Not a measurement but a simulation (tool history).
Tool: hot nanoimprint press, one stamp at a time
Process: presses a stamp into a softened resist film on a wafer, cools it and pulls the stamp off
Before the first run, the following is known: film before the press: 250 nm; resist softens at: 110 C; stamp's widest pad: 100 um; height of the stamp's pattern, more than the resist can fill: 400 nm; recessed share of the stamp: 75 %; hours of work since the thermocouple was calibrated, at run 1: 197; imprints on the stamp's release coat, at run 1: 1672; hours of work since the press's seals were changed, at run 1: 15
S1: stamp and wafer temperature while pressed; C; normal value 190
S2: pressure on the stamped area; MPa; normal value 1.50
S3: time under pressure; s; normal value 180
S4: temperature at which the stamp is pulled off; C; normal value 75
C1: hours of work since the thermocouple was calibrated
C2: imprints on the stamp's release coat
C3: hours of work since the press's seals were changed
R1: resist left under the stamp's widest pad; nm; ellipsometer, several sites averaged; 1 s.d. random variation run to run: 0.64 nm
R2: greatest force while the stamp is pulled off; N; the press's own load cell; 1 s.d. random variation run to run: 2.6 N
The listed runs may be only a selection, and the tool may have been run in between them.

run    day   S1    S2   S3  S4   C1    C2  C3     R1   R2
  1  0.000  190  1.50  180  75  197  1672  15  123.8  172
  2  0.408  190  1.50  275  75  202  1691  20  105.0  183
  3  0.771  190  1.50  275  75  207  1708  25  104.9  180
  4  1.212  190  1.50  180  75  213  1729  31  124.0  182
  5  1.617  190  1.50  180  75  218  1748  36  122.8  182
  6  2.042  190  1.50  252  75  224  1768  42  109.5  181
  7  2.254  190  1.50  252  75  227  1778  44  109.5  180
  8  2.508  198  1.30   96  69  230  1790  48  120.6  199
  9  2.792  198  1.30   96  69  234  1804  52  120.6  204
 10  3.062  198  1.30   96  69  237  1817  55  120.7  200
 11  3.417  190  1.50  180  78  242  1833  60  124.3  177
 12  3.700  201  1.01  271  60  246  1847  64   77.2  224
 13  3.912  194  2.28  180  75  249  1857  66   87.2  194
 14  4.183  185  1.50  180  75  252  1870  70  153.4  185

Alternative continuations, all from the tool just after run 14; predict every row:
  A  4.458  199  1.34  180  67  256  1883  74   ?   ?
  B  4.458  198  1.50  113  75  256  1883  74   ?   ?
  C  4.458  185  1.50  142  75  256  1883  74   ?   ?
  D  4.458  185  1.15  201  82  256  1883  74   ?   ?

run     R1   R2
  A   88.4  212
  B  107.2  183
  C  164.2  183
  D  161.8  161
Take away the tool's hidden state, keep each run's random variation, and the runs would have read:
run     R1   R2
  A   83.4  134
  B  101.4  115
  C  156.6  116
  D  154.1  101
